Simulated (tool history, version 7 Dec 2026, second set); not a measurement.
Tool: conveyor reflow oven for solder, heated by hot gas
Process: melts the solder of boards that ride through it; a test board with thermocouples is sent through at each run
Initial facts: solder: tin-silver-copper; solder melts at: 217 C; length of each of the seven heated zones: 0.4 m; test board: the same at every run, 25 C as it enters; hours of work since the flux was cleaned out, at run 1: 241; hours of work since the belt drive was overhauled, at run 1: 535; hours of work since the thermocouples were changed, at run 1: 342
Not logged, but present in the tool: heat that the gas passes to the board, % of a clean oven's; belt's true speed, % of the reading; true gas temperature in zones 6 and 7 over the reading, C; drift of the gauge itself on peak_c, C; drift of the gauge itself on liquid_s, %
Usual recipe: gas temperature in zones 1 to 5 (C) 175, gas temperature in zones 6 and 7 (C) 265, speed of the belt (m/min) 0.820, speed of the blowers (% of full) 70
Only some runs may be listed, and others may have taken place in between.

run	hour	gas temperature in zones 1 to 5 (C)	gas temperature in zones 6 and 7 (C)	speed of the belt (m/min)	speed of the blowers (% of full)	hours of work since the flux was cleaned out	hours of work since the belt drive was overhauled	hours of work since the thermocouples were changed	highest temperature of the board (C)	time above the solder's melting point (s)
1	0.0	175	265	0.820	70	241	535	342	244.8	37.9
2	19.0	175	265	0.920	70	256	549	357	240.0	29.3
3	53.5	175	265	0.920	70	282	576	383	239.6	30.1
4	80.3	174	265	0.920	70	303	596	404	239.2	28.6
5	100.9	174	265	0.920	70	319	612	420	239.2	28.5
6	129.7	174	265	0.920	70	341	634	442	239.4	28.4
7	145.7	174	265	0.920	70	353	647	454	238.7	28.1
8	173.9	175	271	0.820	70	375	668	476	247.9	40.2
9	199.2	175	265	0.820	70	394	688	495	243.0	36.6
10	223.7	175	265	0.820	77	413	707	514	244.4	37.9
# hour 237.3: flux residue cleaned out of gas plates and filters
11	256.9	175	265	0.820	70	15	728	536	247.4	40.4
12	284.7	175	265	0.820	70	36	750	557	247.1	40.4
13	318.7	175	265	0.820	70	63	776	583	247.2	40.1
14	340.7	175	265	0.820	82	79	793	600	249.3	42.2
15	366.4	175	265	0.820	82	99	812	620	249.7	42.5
16	394.9	164	280	0.962	65	121	834	642	247.1	30.7
17	420.4	182	277	0.899	75	141	854	661	255.7	42.4
18	454.1	166	273	0.979	75	167	880	687	244.2	28.3
19	473.0	166	273	0.903	75	181	894	702	247.6	33.7
20	503.9	166	273	0.903	75	205	918	726	247.6	33.7
21	519.7	177	265	0.820	57	217	930	738	242.9	36.8
22	551.6	188	264	0.903	86	241	955	762	247.4	40.2
# hour 573.2: belt drive overhauled, speed set with a stopwatch
23	587.6	175	265	0.782	70	266	11	787	247.0	41.4
24	611.1	175	265	0.775	71	284	29	805	247.4	42.4
25	631.8	175	265	0.775	71	300	45	821	247.3	42.2
26	653.5	181	265	0.820	70	317	62	838	245.7	40.6
27	671.5	187	263	0.820	59	331	76	851	243.4	39.4
28	695.4	187	263	0.820	59	349	94	870	242.7	40.0
29	711.4	163	267	0.778	83	361	106	882	247.6	39.6
30	732.1	182	267	0.734	87	377	122	898	254.2	52.0

Hidden state at the last listed run before each entry between runs and at the first one after, where it differs:
Logged between run 10 and run 11: flux residue cleaned out of gas plates and filters (hour 237.3)
  heat that the gas passes to the board, % of a clean oven's: 85.6 -> 98.7; belt's true speed, % of the reading: 99.55 -> 99.53; true gas temperature in zones 6 and 7 over the reading, C: 1.6 -> 1.66
  what was measured, less what the result would be without the hidden state, highest temperature of the board (C): -3.2 -> +1.1; time above the solder's melting point (s): -3.1 -> +0.8
Logged between run 22 and run 23: belt drive overhauled, speed set with a stopwatch (hour 573.2)
  heat that the gas passes to the board, % of a clean oven's: 90.7 -> 89.9; belt's true speed, % of the reading: 99.3 -> 100.09; true gas temperature in zones 6 and 7 over the reading, C: 2.24 -> 2.29
  what was measured, less what the result would be without the hidden state, highest temperature of the board (C): -0.8 -> -1.1; time above the solder's melting point (s): -0.8 -> -1.6
